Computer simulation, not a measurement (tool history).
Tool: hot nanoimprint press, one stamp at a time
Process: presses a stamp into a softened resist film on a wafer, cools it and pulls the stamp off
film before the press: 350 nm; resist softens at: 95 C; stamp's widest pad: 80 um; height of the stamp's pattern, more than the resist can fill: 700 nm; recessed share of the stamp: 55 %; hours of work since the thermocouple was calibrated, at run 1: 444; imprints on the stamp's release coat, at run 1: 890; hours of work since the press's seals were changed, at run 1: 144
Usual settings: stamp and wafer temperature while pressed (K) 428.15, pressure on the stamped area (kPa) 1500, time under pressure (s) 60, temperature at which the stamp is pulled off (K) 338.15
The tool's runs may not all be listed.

| run | hour | stamp and wafer temperature while pressed (K) | pressure on the stamped area (kPa) | time under pressure (s) | temperature at which the stamp is pulled off (K) | hours of work since the thermocouple was calibrated | imprints on the stamp's release coat | hours of work since the press's seals were changed | resist left under the stamp's widest pad (angstrom) | greatest force while the stamp is pulled off (N) |
|---|---|---|---|---|---|---|---|---|---|---|
| 1 | 0 | 428.15 | 1500 | 60 | 338.15 | 444 | 890 | 144 | 1494 | 329 |
| 2 | 7 | 428.15 | 1500 | 60 | 338.15 | 449 | 908 | 148 | 1505 | 319 |
| 3 | 21.7 | 428.15 | 1500 | 60 | 338.15 | 458 | 945 | 157 | 1495 | 326 |
| 4 | 30.6 | 421.15 | 1500 | 60 | 338.15 | 463 | 967 | 163 | 2348 | 326 |
| 5 | 43.2 | 421.15 | 1500 | 60 | 338.15 | 471 | 998 | 171 | 2344 | 344 |
| 6 | 54.4 | 421.15 | 1500 | 60 | 338.15 | 478 | 1026 | 178 | 2362 | 329 |
| 7 | 67.4 | 428.15 | 1500 | 60 | 338.15 | 486 | 1059 | 186 | 1511 | 337 |
| 8 | 80.9 | 428.15 | 1500 | 60 | 338.15 | 495 | 1092 | 194 | 1537 | 342 |
| 9 | 93.3 | 428.15 | 1500 | 60 | 338.15 | 503 | 1124 | 202 | 1535 | 342 |
| 10 | 107.4 | 428.15 | 1500 | 60 | 338.15 | 511 | 1159 | 211 | 1526 | 364 |
|  | 111.3 | plate thermocouple calibrated |
| 11 | 117.4 | 423.15 | 1500 | 60 | 338.15 | 4 | 1176 | 215 | 1768 | 336 |
| 12 | 133.6 | 428.15 | 1500 | 60 | 338.15 | 14 | 1217 | 225 | 1296 | 340 |
| 13 | 145.6 | 428.15 | 1500 | 60 | 338.15 | 21 | 1247 | 233 | 1310 | 340 |
| 14 | 159.4 | 428.15 | 1500 | 60 | 338.15 | 30 | 1281 | 242 | 1307 | 350 |
| 15 | 171.1 | 428.15 | 1500 | 60 | 338.15 | 37 | 1311 | 249 | 1299 | 349 |
| 16 | 178.8 | 428.15 | 1020 | 59 | 338.15 | 42 | 1330 | 254 | 1573 | 354 |
| 17 | 185.7 | 428.15 | 1020 | 59 | 338.15 | 47 | 1347 | 258 | 1570 | 356 |
| 18 | 201.6 | 428.15 | 1500 | 33 | 327.15 | 56 | 1387 | 268 | 1657 | 416 |
| 19 | 216.8 | 431.15 | 2110 | 42 | 337.15 | 66 | 1425 | 277 | 1069 | 375 |
| 20 | 223.7 | 439.15 | 2110 | 84 | 337.15 | 70 | 1442 | 282 | 453 | 370 |
| 21 | 237.1 | 419.15 | 2110 | 84 | 337.15 | 79 | 1476 | 290 | 1882 | 372 |
|  | 246.2 | stamp cleaned and given a new release coat |
| 22 | 251.7 | 426.15 | 1500 | 34 | 329.15 | 84 | 13 | 296 | 1876 | 277 |
| 23 | 266.2 | 426.15 | 1500 | 34 | 329.15 | 93 | 50 | 305 | 1887 | 270 |
| 24 | 273.9 | 421.15 | 1500 | 83 | 328.15 | 98 | 69 | 309 | 1872 | 282 |
| 25 | 280.9 | 421.15 | 2230 | 69 | 328.15 | 102 | 86 | 314 | 1740 | 277 |
| 26 | 289.2 | 428.15 | 900 | 60 | 326.15 | 108 | 107 | 319 | 1668 | 279 |
| 27 | 302.5 | 428.15 | 900 | 60 | 326.15 | 116 | 140 | 327 | 1680 | 284 |
| 28 | 309.4 | 429.15 | 1100 | 36 | 323.15 | 120 | 158 | 332 | 1754 | 304 |
| 29 | 321.2 | 419.15 | 2120 | 45 | 331.15 | 128 | 187 | 339 | 2288 | 281 |
| 30 | 331.2 | 419.15 | 980 | 46 | 345.15 | 134 | 212 | 345 | 2810 | 227 |

Hidden state or all else? Some run-to-run changes of resist left under the stamp's widest pad (angstrom), split into what the settings, what came in and random variation would give without the hidden state, and what is left for the hidden state (with any gauge scatter that isn't in both results):
The hidden state here: true temperature over the reading, C; pressure that arrives at the usual setting, %; grip of the stamp's worn release coat, % over a new coat's; drift of the gauge itself on residual_nm, %; drift of the gauge itself on pull_off_n, %.
Run 3 -> 4: stamp and wafer temperature while pressed (K) 428.15 -> 421.15. resist left under the stamp's widest pad (angstrom) +853: hidden state +68, all else +785.
Run 6 -> 7: stamp and wafer temperature while pressed (K) 421.15 -> 428.15. resist left under the stamp's widest pad (angstrom) -851: hidden state -65, all else -786.
Run 10 -> 11: stamp and wafer temperature while pressed (K) 428.15 -> 423.15, plate thermocouple calibrated. resist left under the stamp's widest pad (angstrom) +242: hidden state -252, all else +494.
Run 20 -> 21: stamp and wafer temperature while pressed (K) 439.15 -> 419.15. resist left under the stamp's widest pad (angstrom) +1429: hidden state +38, all else +1391.
